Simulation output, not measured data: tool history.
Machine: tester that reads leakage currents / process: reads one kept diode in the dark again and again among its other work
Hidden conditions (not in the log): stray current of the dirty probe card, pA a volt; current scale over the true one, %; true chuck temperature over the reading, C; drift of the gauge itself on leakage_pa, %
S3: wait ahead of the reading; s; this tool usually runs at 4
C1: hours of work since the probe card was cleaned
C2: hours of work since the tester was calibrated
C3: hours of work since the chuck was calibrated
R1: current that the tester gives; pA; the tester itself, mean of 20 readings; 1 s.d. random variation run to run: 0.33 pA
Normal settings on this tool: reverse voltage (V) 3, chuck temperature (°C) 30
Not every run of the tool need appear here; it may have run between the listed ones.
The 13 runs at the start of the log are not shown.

run 14 hour=2398.6 | reverse_voltage_(V)=3 chuck_temperature_(°C)=55 S3=4 | C1=2723 C2=1699 C3=662 | R1=945.34
run 15 hour=2592.8 | reverse_voltage_(V)=3 chuck_temperature_(°C)=55 S3=4 | C1=2847 C2=1824 C3=787 | R1=934.75
-- hour=2710.3 chuck's temperature calibrated
run 16 hour=2761.3 | reverse_voltage_(V)=3.32 chuck_temperature_(°C)=30 S3=4 | C1=2954 C2=1930 C3=33 | R1=122.5
run 17 hour=3016.8 | reverse_voltage_(V)=3 chuck_temperature_(°C)=30 S3=0.5 | C1=3117 C2=2093 C3=196 | R1=115.1
-- hour=3034.5 tester calibrated
-- hour=3201.3 probe card cleaned and baked
run 18 hour=3220.9 | reverse_voltage_(V)=1.1 chuck_temperature_(°C)=30 S3=4 | C1=12 C2=117 C3=323 | R1=71.19
run 19 hour=3479.2 | reverse_voltage_(V)=1.1 chuck_temperature_(°C)=30 S3=4 | C1=178 C2=282 C3=488 | R1=70.22
run 20 hour=3644.9 | reverse_voltage_(V)=17.99 chuck_temperature_(°C)=30 S3=1.82 | C1=284 C2=388 C3=594 | R1=267.33
run 21 hour=3833.9 | reverse_voltage_(V)=3 chuck_temperature_(°C)=30 S3=0.3 | C1=404 C2=509 C3=715 | R1=111.24
-- hour=3942.5 probe card cleaned and baked, once more
run 22 hour=3945.3 | reverse_voltage_(V)=3 chuck_temperature_(°C)=30 S3=0.3 | C1=2 C2=579 C3=785 | R1=103.77
-- hour=4078.1 chuck's temperature calibrated
run 23 hour=4084.6 | reverse_voltage_(V)=18.05 chuck_temperature_(°C)=29 S3=4 | C1=90 C2=666 C3=4 | R1=229.3
run 24 hour=4263.7 | reverse_voltage_(V)=3 chuck_temperature_(°C)=30 S3=0.33 | C1=204 C2=781 C3=119 | R1=113.17
run 25 hour=4492.3 | reverse_voltage_(V)=3 chuck_temperature_(°C)=22 S3=4 | C1=350 C2=927 C3=265 | R1=51.56
run 26 hour=4727 | reverse_voltage_(V)=3 chuck_temperature_(°C)=39 S3=3.33 | C1=500 C2=1077 C3=415 | R1=250.64
run 27 hour=4963.4 | reverse_voltage_(V)=3 chuck_temperature_(°C)=39 S3=3.33 | C1=652 C2=1228 C3=566 | R1=247.81
run 28 hour=5189.9 | reverse_voltage_(V)=3 chuck_temperature_(°C)=39 S3=3.33 | C1=796 C2=1373 C3=711 | R1=244.86
run 29 hour=5308.5 | reverse_voltage_(V)=2.86 chuck_temperature_(°C)=30 S3=1.87 | C1=872 C2=1449 C3=787 | R1=103.77
-- hour=5428.8 chuck's temperature calibrated
run 30 hour=5428.8 | reverse_voltage_(V)=2.86 chuck_temperature_(°C)=46 S3=1.87 | C1=948 C2=1525 C3=0 | R1=458.38
run 31 hour=5684.9 | reverse_voltage_(V)=2.86 chuck_temperature_(°C)=29 S3=0.32 | C1=1112 C2=1688 C3=164 | R1=100.02
run 32 hour=5820 | reverse_voltage_(V)=1.66 chuck_temperature_(°C)=49 S3=4 | C1=1198 C2=1775 C3=250 | R1=456.89
run 33 hour=6067.3 | reverse_voltage_(V)=4.37 chuck_temperature_(°C)=40 S3=1.15 | C1=1356 C2=1933 C3=408 | R1=318.85
run 34 hour=6178.6 | reverse_voltage_(V)=13.5 chuck_temperature_(°C)=40 S3=0.45 | C1=1427 C2=2004 C3=479 | R1=527.65
-- hour=6342.5 tester calibrated
run 35 hour=6342.5 | reverse_voltage_(V)=13.5 chuck_temperature_(°C)=46 S3=0.39 | C1=1531 C2=0 C3=583 | R1=857.77
run 36 hour=6553.6 | reverse_voltage_(V)=16.86 chuck_temperature_(°C)=28 S3=2.81 | C1=1666 C2=135 C3=718 | R1=191.41
run 37 hour=6763.7 | reverse_voltage_(V)=16.86 chuck_temperature_(°C)=28 S3=2.81 | C1=1800 C2=269 C3=852 | R1=190.53
-- hour=6788.5 chuck's temperature calibrated
run 38 hour=6885.5 | reverse_voltage_(V)=16.86 chuck_temperature_(°C)=28 S3=2.81 | C1=1877 C2=346 C3=62 | R1=205.37

3 options for the next run, each taken on its own from the tool as it stands now. Forecast them:
run A hour=7135.5 | reverse_voltage_(V)=3 chuck_temperature_(°C)=43 S3=4 | C1=2037 C2=506 C3=222 | R1=?
run B hour=7135.5 | reverse_voltage_(V)=6.08 chuck_temperature_(°C)=28 S3=1.39 | C1=2037 C2=506 C3=222 | R1=?
run C hour=7135.5 | reverse_voltage_(V)=1.08 chuck_temperature_(°C)=28 S3=3.78 | C1=2037 C2=506 C3=222 | R1=?

run=A R1=350.55
run=B R1=125.88
run=C R1=57.42
The same runs, with their run-to-run variation unchanged, on a tool lacking any hidden condition would have given:
run=A R1=355.91
run=B R1=124.03
run=C R1=57.97
